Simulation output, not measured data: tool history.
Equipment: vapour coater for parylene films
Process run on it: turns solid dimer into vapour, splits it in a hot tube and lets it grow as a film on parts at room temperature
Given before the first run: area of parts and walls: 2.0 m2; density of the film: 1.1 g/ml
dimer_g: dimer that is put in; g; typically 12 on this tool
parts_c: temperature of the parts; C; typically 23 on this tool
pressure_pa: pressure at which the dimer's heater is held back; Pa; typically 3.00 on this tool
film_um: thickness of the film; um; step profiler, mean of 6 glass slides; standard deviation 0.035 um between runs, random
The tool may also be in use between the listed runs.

{"run": 1, "hour": 0.0, "dimer_g": 12, "parts_c": 23, "pressure_pa": 3.0, "film_um": 3.57}
{"run": 2, "hour": 61.8, "dimer_g": 12, "parts_c": 23, "pressure_pa": 3.0, "film_um": 3.57}
{"run": 3, "hour": 111.9, "dimer_g": 8, "parts_c": 23, "pressure_pa": 3.0, "film_um": 2.37}
{"run": 4, "hour": 155.7, "dimer_g": 8, "parts_c": 23, "pressure_pa": 3.0, "film_um": 2.37}
{"run": 5, "hour": 197.7, "dimer_g": 8, "parts_c": 23, "pressure_pa": 3.0, "film_um": 2.34}
{"run": 6, "hour": 241.3, "dimer_g": 8, "parts_c": 23, "pressure_pa": 3.0, "film_um": 2.38}
{"run": 7, "hour": 278.4, "dimer_g": 8, "parts_c": 27, "pressure_pa": 3.0, "film_um": 2.11}
{"run": 8, "hour": 313.5, "dimer_g": 8, "parts_c": 27, "pressure_pa": 3.0, "film_um": 2.07}
{"run": 9, "hour": 361.1, "dimer_g": 13, "parts_c": 18, "pressure_pa": 3.28, "film_um": 4.52}
{"run": 10, "hour": 406.7, "dimer_g": 13, "parts_c": 18, "pressure_pa": 7.92, "film_um": 3.82}

Withheld: 2 entries from between the runs. Position of each, and hidden state at the listed run before versus the listed run after:
In the gap between runs 1 and 2: table's thermometer calibrated (hour 16.8)
  vapour lost through the trap's worn valve, %: 0.4 -> 0.5; true temperature of the parts over the reading, C: -0.02 -> 0
In the gap between runs 5 and 6: trap's valve overhauled (hour 238.3)
  vapour lost through the trap's worn valve, %: 0.6 -> 0
